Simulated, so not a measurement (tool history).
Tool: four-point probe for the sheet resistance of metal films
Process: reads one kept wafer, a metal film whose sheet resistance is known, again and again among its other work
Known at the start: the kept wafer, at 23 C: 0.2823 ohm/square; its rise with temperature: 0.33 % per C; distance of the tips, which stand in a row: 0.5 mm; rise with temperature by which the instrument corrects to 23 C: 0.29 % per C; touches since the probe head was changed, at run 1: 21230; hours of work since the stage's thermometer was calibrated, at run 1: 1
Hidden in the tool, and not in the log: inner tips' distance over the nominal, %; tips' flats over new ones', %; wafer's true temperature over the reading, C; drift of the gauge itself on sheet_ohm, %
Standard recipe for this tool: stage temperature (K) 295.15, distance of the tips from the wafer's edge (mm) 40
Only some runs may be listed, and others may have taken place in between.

run,hour,stage temperature (K),distance of the tips from the wafer's edge (mm),touches since the probe head was changed,hours of work since the stage's thermometer was calibrated,sheet resistance as the instrument gives it (ohm/square)
1,0,295.15,40,21230,1,0.28225
2,42.8,295.15,40,23078,35,0.282182
3,129.2,295.15,40,26807,102,0.282192
4,176.3,295.15,40,28840,139,0.282206
5,266.3,295.15,40,32725,210,0.28216
6,354.5,295.15,40,36534,279,0.282249
7,396.2,295.15,40,38331,312,0.282191
8,441.6,295.15,40,40293,348,0.282215
9,523.2,295.15,40,43816,412,0.282184
10,598.4,295.15,40,47062,471,0.282257
11,658.5,295.15,40,49653,518,0.28225
12,735.5,295.15,40,52977,578,0.282172
13,798.5,295.15,19,55696,628,0.282361
14,872.8,295.15,15,58902,686,0.282344
15,935.2,295.15,4,61600,735,0.28465
16,1020.7,295.15,4,65289,802,0.28447
17,1079.3,298.15,4,67818,848,0.284895
18,1160.5,298.15,4,71325,912,0.284924
19,1243.7,298.15,4,74915,977,0.285001
20,1284.7,298.15,4,76683,1009,0.284877
21,1322.5,298.15,4,78316,1039,0.285073
22,1403.2,298.15,4,81801,1102,0.284924
23,1474.3,299.15,5,84870,1158,0.284253
24,1519.6,293.15,40,86822,1193,0.281915
25,1581.4,297.15,40,89489,1242,0.28248
26,1620.3,297.15,40,91168,1272,0.282451
27,1674.6,296.15,47,93514,1315,0.282271
28,1722.5,299.15,19,95583,1353,0.28276
29,1776.6,297.15,8,97916,1395,0.282998
30,1826.7,300.15,39,100081,1434,0.282891
31,1907.9,300.15,39,103584,1498,0.282867
32,1996.5,295.15,11,107410,1567,0.282588
33,2037.4,295.15,11,109174,1600,0.282487
34,2091.4,293.15,7,111506,1642,0.282812
35,2137.5,306.15,4,113495,1678,0.285869
# hour 2177.7: stage's thermometer calibrated
36,2179.9,300.15,34,115303,2,0.28286
37,2223.7,302.15,4,117196,36,0.285333
38,2303.3,295.15,6,120631,99,0.283269
39,2355.5,295.15,6,122885,140,0.283155
40,2420.5,295.15,6,125688,190,0.283336
41,2479.8,295.15,29,128249,237,0.2823
42,2531.1,295.15,40,130462,277,0.282221
43,2603.2,305.15,5,133574,334,0.285044
44,2687.8,297.15,8,137226,400,0.282982

Hidden condition of the tool, last listed run before each entry between runs versus first listed run after:
Run 35 -> run 36: stage's thermometer calibrated (hour 2177.7)
  wafer's true temperature over the reading, C: -0.01 -> 0
